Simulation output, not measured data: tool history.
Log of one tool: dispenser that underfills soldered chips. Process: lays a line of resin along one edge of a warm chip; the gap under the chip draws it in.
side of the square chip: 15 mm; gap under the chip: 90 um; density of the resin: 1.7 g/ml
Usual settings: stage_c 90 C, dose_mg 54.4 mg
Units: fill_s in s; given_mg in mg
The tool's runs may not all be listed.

run    day  stage_c  dose_mg  fill_s  given_mg
  1  0.000       90     54.4    84.5     52.57
     0.025  -- new syringe of resin
  2  0.196       93     54.4    54.0     52.16
  3  0.350       90     46.2    69.5     43.97
  4  0.521       90     46.2    78.8     44.06
  5  0.721       90     46.6    86.6     44.67
     0.829  -- new syringe of resin
  6  0.983       87     54.4    67.6     51.76
  7  1.204       87     54.4    75.5     51.67
  8  1.383       87     54.4    84.3     51.30
  9  1.604       87     54.4    95.9     50.89
     1.638  -- new syringe of resin
 10  1.846       86     54.4    73.7     51.00
 11  2.033       86     54.4    81.5     50.77
 12  2.250       80     65.8   114.8     61.33
     2.446  -- new syringe of resin
 13  2.488       80     65.5    81.8     61.00
 14  2.658       84     65.7    79.2     60.51
 15  2.888       90     52.3    73.1     48.43
 16  3.100       90     52.3    81.4     47.99
 17  3.212       79     49.4   137.6     45.13
     3.238  -- new syringe of resin
 18  3.383      101     50.4    40.0     46.30
 19  3.512       78     53.8   101.7     49.17

Forecast each of these 4 alternatives for the next run:
  A  3.754       86     57.6       ?         ?
  B  3.754       78     51.7       ?         ?
  C  3.754       80     63.5       ?         ?
  D  3.754       88     59.2       ?         ?

run  fill_s  given_mg
  A    86.7     52.66
  B   117.9     47.01
  C   106.0     58.08
  D    77.1     53.93
Without the tool's hidden state the same runs would have given:
run  fill_s  given_mg
  A    66.6     57.68
  B    89.9     51.50
  C    81.9     63.63
  D    59.2     59.07
